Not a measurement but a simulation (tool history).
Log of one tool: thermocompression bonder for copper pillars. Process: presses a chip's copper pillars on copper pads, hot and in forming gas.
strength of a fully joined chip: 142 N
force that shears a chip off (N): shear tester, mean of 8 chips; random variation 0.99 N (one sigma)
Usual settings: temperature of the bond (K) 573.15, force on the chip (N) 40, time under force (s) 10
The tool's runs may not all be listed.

run    hour  temperature of the bond (K)  force on the chip (N)  time under force (s)  force that shears a chip off (N)
  1       0                       573.15                     40                    10                              78.8
  2    73.9                       573.15                     40                    10                              75.5
       98.9  -- forming gas filter changed
  3   105.6                       573.15                     40                    10                              81.3
  4   148.5                       573.15                     40                    10                              79.6
  5   202.5                       573.15                     40                    10                              79.6
  6   248.1                       573.15                     40                    10                              78.4
  7   314.3                       573.15                     40                    10                              77.8
  8   379.7                       573.15                     40                    21                              93.7
      386.7  -- heater calibrated with a thermocouple chip
  9   429.4                       573.15                     40                    21                              92.8
      491.7  -- forming gas filter changed
 10   498.8                       573.15                     40                    24                             101.9
 11   571.9                       573.15                     40                    24                              99.3
      618.8  -- heater calibrated with a thermocouple chip, once more
 12   644.1                       573.15                     40                    24                              99.4
 13   699.4                       573.15                     25                    10                              54.6
 14   735.5                       573.15                     25                    10                              55.4
 15   778.8                       570.15                     29                     5                              45.6
 16   833.1                       570.15                     29                     5                                45
 17   871.2                       582.15                     26                    30                              85.5
      883.6  -- forming gas filter changed
 18   926.8                       582.15                     46                     6                              80.1
 19   963.3                       582.15                     46                     6                              79.2
 20  1001.4                       573.15                     38                     8                              70.6
 21  1033.6                       569.15                     26                    29                              79.9
 22  1069.4                       569.15                     26                    29                              78.7
 23  1135.3                       579.15                     38                    25                              98.8
 24  1187.4                       592.15                     40                    10                              85.5

Run 25 comes next. What will it give?
 25  1236.3                       592.15                     40                    10                                 ?

force that shears a chip off (N): 83.5
Without the tool's hidden state the same run would have given force that shears a chip off (N) 95.1.

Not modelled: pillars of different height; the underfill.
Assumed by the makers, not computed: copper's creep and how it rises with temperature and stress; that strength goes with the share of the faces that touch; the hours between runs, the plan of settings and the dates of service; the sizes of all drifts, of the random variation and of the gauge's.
